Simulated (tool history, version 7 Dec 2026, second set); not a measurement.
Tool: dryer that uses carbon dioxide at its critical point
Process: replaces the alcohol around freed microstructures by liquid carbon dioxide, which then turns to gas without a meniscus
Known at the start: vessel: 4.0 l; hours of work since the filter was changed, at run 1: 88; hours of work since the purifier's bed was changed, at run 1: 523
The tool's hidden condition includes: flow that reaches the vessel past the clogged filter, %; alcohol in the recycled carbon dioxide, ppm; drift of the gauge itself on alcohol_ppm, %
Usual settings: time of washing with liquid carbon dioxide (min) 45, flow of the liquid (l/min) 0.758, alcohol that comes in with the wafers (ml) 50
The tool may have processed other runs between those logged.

| run | hour | time of washing with liquid carbon dioxide (min) | flow of the liquid (l/min) | alcohol that comes in with the wafers (ml) | hours of work since the filter was changed | hours of work since the purifier's bed was changed | alcohol left in the vessel before it's heated (ppm by volume) |
|---|---|---|---|---|---|---|---|
| 1 | 0 | 45 | 0.758 | 50 | 88 | 523 | 242 |
| 2 | 33.7 | 45 | 0.758 | 50 | 99 | 534 | 255 |
| 3 | 62.7 | 45 | 0.758 | 50 | 109 | 544 | 247 |
| 4 | 89.8 | 57 | 0.758 | 50 | 119 | 553 | 255 |
| 5 | 116.1 | 45 | 0.758 | 50 | 127 | 562 | 271 |
| 6 | 146.6 | 69 | 0.758 | 50 | 138 | 572 | 262 |
| 7 | 194.6 | 69 | 0.758 | 50 | 154 | 588 | 264 |
| 8 | 224.7 | 69 | 0.758 | 50 | 164 | 599 | 254 |
| 9 | 263.8 | 69 | 0.758 | 26 | 178 | 612 | 277 |
|  | 285.8 | purifier's bed changed |
| 10 | 291.2 | 45 | 0.758 | 26 | 186 | 2 | 17 |
| 11 | 323.8 | 45 | 0.758 | 26 | 197 | 13 | 19 |
| 12 | 382.4 | 45 | 0.758 | 38 | 217 | 33 | 30 |
| 13 | 423.6 | 45 | 0.758 | 38 | 231 | 47 | 36 |
| 14 | 470.4 | 45 | 0.758 | 38 | 247 | 63 | 40 |
| 15 | 506.6 | 66 | 0.758 | 38 | 259 | 75 | 36 |
| 16 | 561.3 | 66 | 0.758 | 38 | 277 | 93 | 49 |
| 17 | 594 | 66 | 0.758 | 38 | 288 | 105 | 57 |
| 18 | 641.9 | 66 | 0.758 | 38 | 305 | 121 | 64 |
| 19 | 693.8 | 66 | 0.758 | 38 | 322 | 138 | 70 |
| 20 | 729 | 66 | 0.758 | 38 | 334 | 150 | 72 |
| 21 | 766.4 | 66 | 0.758 | 38 | 347 | 163 | 73 |
|  | 774.8 | inlet filter changed |
| 22 | 802.3 | 66 | 0.758 | 38 | 9 | 175 | 87 |
| 23 | 840.5 | 66 | 0.758 | 38 | 22 | 188 | 86 |
| 24 | 868.4 | 61 | 0.758 | 112 | 32 | 197 | 100 |
| 25 | 904.2 | 50 | 0.564 | 32 | 44 | 209 | 117 |
| 26 | 945.7 | 50 | 0.516 | 50 | 58 | 223 | 165 |
| 27 | 982.6 | 43 | 0.758 | 73 | 70 | 236 | 136 |
| 28 | 1034.3 | 67 | 1.147 | 30 | 88 | 253 | 122 |
| 29 | 1074.6 | 31 | 0.741 | 64 | 102 | 267 | 281 |
| 30 | 1117.4 | 31 | 0.741 | 64 | 116 | 282 | 282 |
| 31 | 1162.7 | 31 | 0.741 | 64 | 132 | 297 | 317 |
| 32 | 1207.1 | 71 | 1.121 | 53 | 147 | 312 | 139 |
| 33 | 1244.5 | 71 | 1.121 | 53 | 159 | 325 | 146 |
| 34 | 1296.8 | 71 | 1.154 | 50 | 177 | 342 | 166 |
| 35 | 1335.6 | 62 | 1.154 | 35 | 190 | 356 | 162 |

Predict each of these 5 candidate next runs independently; none follows another, all start after run 35:
| A | 1359.7 | 44 | 0.758 | 52 | 198 | 364 | ? |
| B | 1359.7 | 46 | 1.135 | 76 | 198 | 364 | ? |
| C | 1359.7 | 34 | 0.758 | 50 | 198 | 364 | ? |
| D | 1359.7 | 54 | 0.66 | 73 | 198 | 364 | ? |
| E | 1359.7 | 60 | 0.75 | 54 | 198 | 364 | ? |

| run | alcohol left in the vessel before it's heated (ppm by volume) |
|---|---|
| A | 179 |
| B | 161 |
| C | 238 |
| D | 189 |
| E | 161 |
Take away the tool's hidden state, keep each run's random variation, and the runs would have read:
| run | alcohol left in the vessel before it's heated (ppm by volume) |
|---|---|
| A | 13 |
| B | 2 |
| C | 49 |
| D | 25 |
| E | 0 |
